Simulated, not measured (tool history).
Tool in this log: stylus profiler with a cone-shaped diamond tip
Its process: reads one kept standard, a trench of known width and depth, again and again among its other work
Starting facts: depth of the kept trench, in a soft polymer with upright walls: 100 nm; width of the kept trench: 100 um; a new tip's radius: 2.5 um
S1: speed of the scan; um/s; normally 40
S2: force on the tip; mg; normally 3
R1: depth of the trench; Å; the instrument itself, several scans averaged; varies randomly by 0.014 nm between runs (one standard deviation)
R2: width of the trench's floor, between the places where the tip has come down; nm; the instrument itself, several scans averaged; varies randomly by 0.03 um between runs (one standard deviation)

Run 1, day 0: usual settings. Result: R1 1009.3 Å, R2 98400 nm.
Run 2, day 0.538: usual settings. Result: R1 1009.3 Å, R2 98430 nm.
Run 3, day 1.004: usual settings but S1 41 um/s. Result: R1 1009.2 Å, R2 98410 nm.
Run 4, day 1.804: usual settings but S1 41 um/s. Result: R1 1009.3 Å, R2 98390 nm.
Run 5, day 2.212: usual settings but S1 35 um/s. Result: R1 1009.3 Å, R2 98480 nm.
Run 6, day 3.05: usual settings but S1 35 um/s. Result: R1 1009.1 Å, R2 98390 nm.
Run 7, day 3.942: usual settings but S1 22 um/s. Result: R1 1009.4 Å, R2 98470 nm.
Run 8, day 4.408: usual settings. Result: R1 1009.2 Å, R2 98400 nm.
Run 9, day 4.9: usual settings. Result: R1 1009.3 Å, R2 98450 nm.
Run 10, day 5.496: usual settings. Result: R1 1009.4 Å, R2 98380 nm.
Run 11, day 5.925: usual settings. Result: R1 1009.2 Å, R2 98500 nm.
Run 12, day 6.679: usual settings. Result: R1 1009.4 Å, R2 98470 nm.
Run 13, day 7.267: usual settings but S2 5.33 mg. Result: R1 1013.9 Å, R2 98450 nm.
Run 14, day 8.167: usual settings but S1 82 um/s. Result: R1 1009.2 Å, R2 98240 nm.
Run 15, day 8.575: usual settings but S1 82 um/s. Result: R1 1008.9 Å, R2 98280 nm.
Run 16, day 8.975: usual settings but S1 82 um/s. Result: R1 1009.3 Å, R2 98180 nm.
Run 17, day 9.875: usual settings but S1 82 um/s. Result: R1 1009.3 Å, R2 98220 nm.
Run 18, day 10.458: usual settings but S1 82 um/s. Result: R1 1009.2 Å, R2 98270 nm.
Run 19, day 11.254: usual settings but S1 82 um/s. Result: R1 1009.4 Å, R2 98240 nm.
Run 20, day 12.062: usual settings but S1 82 um/s. Result: R1 1009.3 Å, R2 98270 nm.
Run 21, day 12.833: usual settings but S1 58 um/s, S2 4.15 mg. Result: R1 1011.4 Å, R2 98350 nm.
Run 22, day 13.583: usual settings but S1 108 um/s, S2 5.63 mg. Result: R1 1014 Å, R2 98280 nm.
Run 23, day 13.992: usual settings but S1 71 um/s, S2 4.96 mg. Result: R1 1012.9 Å, R2 98350 nm.
Run 24, day 14.588: usual settings but S1 72 um/s, S2 2.74 mg. Result: R1 1008.6 Å, R2 98290 nm.
Run 25, day 15.038: usual settings but S1 56 um/s, S2 1.07 mg. Result: R1 1004.8 Å, R2 98190 nm.
Run 26, day 15.508: usual settings but S1 23 um/s, S2 8.16 mg. Result: R1 1018.3 Å, R2 98540 nm.
Run 27, day 16.267: usual settings but S1 23 um/s, S2 8.16 mg. Result: R1 1018.3 Å, R2 98580 nm.
Run 28, day 16.875: usual settings but S1 19 um/s, S2 2.2 mg. Result: R1 1007.6 Å, R2 98550 nm.
Run 29, day 17.767: usual settings but S1 16 um/s, S2 1.3 mg. Result: R1 1005.4 Å, R2 98530 nm.
Run 30, day 18.471: usual settings but S1 120 um/s, S2 1.1 mg. Result: R1 1004.9 Å, R2 97790 nm.
Run 31, day 18.892: usual settings but S2 2.21 mg. Result: R1 1007.8 Å, R2 98440 nm.
Run 32, day 19.529: usual settings but S1 84 um/s, S2 2.45 mg. Result: R1 1008.1 Å, R2 98200 nm.
Run 33, day 20.212: usual settings but S1 126 um/s, S2 1.71 mg. Result: R1 1006.4 Å, R2 97880 nm.
Run 34, day 20.671: usual settings but S1 17 um/s, S2 6.74 mg. Result: R1 1016.1 Å, R2 98550 nm.
Run 35, day 21.383: usual settings but S1 17 um/s, S2 6.74 mg. Result: R1 1016.3 Å, R2 98560 nm.
Run 36, day 21.925: usual settings but S1 107 um/s, S2 3.24 mg. Result: R1 1009.8 Å, R2 98150 nm.
Run 37, day 22.762: usual settings but S1 107 um/s, S2 3.24 mg. Result: R1 1009.8 Å, R2 98120 nm.

Branching from run 37: 3 alternative next runs. What would each branch give?
Run A, day 23.379: usual settings but S2 2.46 mg. Result: R1 ?, R2 ?.
Run B, day 23.379: usual settings but S1 23 um/s, S2 8.23 mg. Result: R1 ?, R2 ?.
Run C, day 23.379: usual settings but S1 91 um/s. Result: R1 ?, R2 ?.

run      R1     R2
  A    1008  98380
  B  1018.2  98520
  C  1009.4  98240
Without the tool's hidden state the same runs would have given:
run      R1     R2
  A    1008  98390
  B  1018.2  98530
  C  1009.4  98240
